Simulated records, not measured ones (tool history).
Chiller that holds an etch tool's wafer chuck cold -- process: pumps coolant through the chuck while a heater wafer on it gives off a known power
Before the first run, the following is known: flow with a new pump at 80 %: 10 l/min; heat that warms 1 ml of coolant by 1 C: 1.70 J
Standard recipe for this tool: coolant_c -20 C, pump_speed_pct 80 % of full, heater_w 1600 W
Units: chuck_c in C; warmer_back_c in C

run,hour,coolant_c,pump_speed_pct,heater_w,chuck_c,warmer_back_c
1,0,-20,80,1600,-6,5.6
2,129.6,-20,80,1600,-5.9,5.62
3,215.3,-20,80,1600,-6.2,5.63
4,313.8,-20,80,1600,-6.2,5.6
5,410.9,-20,80,1609,-6.1,5.67
6,526.4,-20,80,1600,-6.2,5.65
7,677.1,-20,80,1600,-5.9,5.66
8,781.8,-20,80,1600,-6.1,5.69
9,858.7,-20,80,1600,-6,5.61
10,986.1,-20,65,1600,-3.8,6.88
11,1124.8,-20,65,1600,-3.7,6.84
12,1196.8,-20,80,1600,-6.1,5.67
13,1296.3,-20,80,1600,-6.2,5.68
# hour 1346.7: chiller's thermometer calibrated
14,1387,-20,80,1600,-6.2,5.65
15,1509.1,-26,72,1516,-12,5.92
16,1648.3,-29,83,1071,-20,3.68
17,1728.1,-12,83,953,-4,3.2
18,1866.9,-20,80,897,-12.1,3.15
19,1983.6,-24,61,2343,0.9,10.73
20,2083.9,-17,80,2311,2.9,8.17
21,2204.9,-17,80,2311,3.1,8.08
22,2267.7,-16,80,1026,-7.2,3.66
23,2357.6,-22,80,1600,-8.2,5.63
24,2475.8,-24,87,1455,-12.2,4.74
25,2566.7,-22,63,1459,-6.9,6.56
26,2701.1,-22,63,1459,-6.7,6.42
27,2772.1,-11,80,2070,7.1,7.28

Forecast each of these 5 alternatives for the next run:
A,2927.4,-11,94,2070,?,?
B,2927.4,-27,92,1600,?,?
C,2927.4,-20,80,1438,?,?
D,2927.4,-25,80,1600,?,?
E,2927.4,-16,95,2070,?,?

run,chuck_c,warmer_back_c
A,4.8,6.28
B,-14.5,4.96
C,-7.3,5.07
D,-11.1,5.65
E,-0.2,6.17
Without the tool's hidden state the same runs would have given:
run,chuck_c,warmer_back_c
A,4.8,6.28
B,-14.5,4.96
C,-7.4,5.06
D,-11.1,5.64
E,-0.2,6.17
